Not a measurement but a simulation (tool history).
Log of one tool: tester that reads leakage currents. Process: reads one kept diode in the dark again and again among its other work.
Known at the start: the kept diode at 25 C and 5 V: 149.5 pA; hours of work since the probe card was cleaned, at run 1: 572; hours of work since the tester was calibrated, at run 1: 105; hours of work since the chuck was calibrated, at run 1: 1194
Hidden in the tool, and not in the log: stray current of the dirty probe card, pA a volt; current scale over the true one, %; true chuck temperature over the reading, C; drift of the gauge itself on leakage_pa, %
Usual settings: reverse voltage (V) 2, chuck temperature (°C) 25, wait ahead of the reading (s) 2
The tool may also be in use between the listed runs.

| run | hour | reverse voltage (V) | chuck temperature (°C) | wait ahead of the reading (s) | hours of work since the probe card was cleaned | hours of work since the tester was calibrated | hours of work since the chuck was calibrated | current that the tester gives (pA) |
|---|---|---|---|---|---|---|---|---|
| 1 | 0 | 2 | 25 | 2 | 572 | 105 | 1194 | 104.95 |
| 2 | 47.8 | 2 | 25 | 2 | 607 | 139 | 1229 | 105.14 |
| 3 | 88.3 | 2 | 25 | 2 | 636 | 168 | 1258 | 105.37 |
| 4 | 121.3 | 2 | 25 | 2 | 660 | 192 | 1282 | 105.57 |
|  | 128 | probe card cleaned and baked |
| 5 | 165.3 | 2 | 25 | 2 | 27 | 222 | 1311 | 106.05 |
| 6 | 219.5 | 2 | 25 | 1.79 | 66 | 261 | 1351 | 106.14 |
| 7 | 273.3 | 2 | 45 | 2.29 | 105 | 300 | 1389 | 460.23 |
|  | 288.8 | probe card cleaned and baked, once more |
| 8 | 327.7 | 1.92 | 21 | 2.29 | 28 | 337 | 1426 | 74.51 |
| 9 | 380.9 | 1.92 | 35 | 7.74 | 66 | 375 | 1465 | 221.45 |
| 10 | 426.3 | 2.24 | 25 | 2 | 99 | 408 | 1497 | 111.56 |

Forecast each of these 5 alternatives for the next run:
| A | 455.6 | 8.26 | 36 | 1.46 | 120 | 429 | 1519 | ? |
| B | 455.6 | 2.88 | 38 | 5.03 | 120 | 429 | 1519 | ? |
| C | 455.6 | 2 | 32 | 2 | 120 | 429 | 1519 | ? |
| D | 455.6 | 1.53 | 25 | 2 | 120 | 429 | 1519 | ? |
| E | 455.6 | 1.85 | 56 | 1.59 | 120 | 429 | 1519 | ? |

| run | current that the tester gives (pA) |
|---|---|
| A | 469.04 |
| B | 333.99 |
| C | 179.91 |
| D | 93.7 |
| E | 923.16 |
Without the tool's hidden state the same runs would have given:
| run | current that the tester gives (pA) |
|---|---|
| A | 434.74 |
| B | 310.03 |
| C | 166.5 |
| D | 86.38 |
| E | 863.99 |
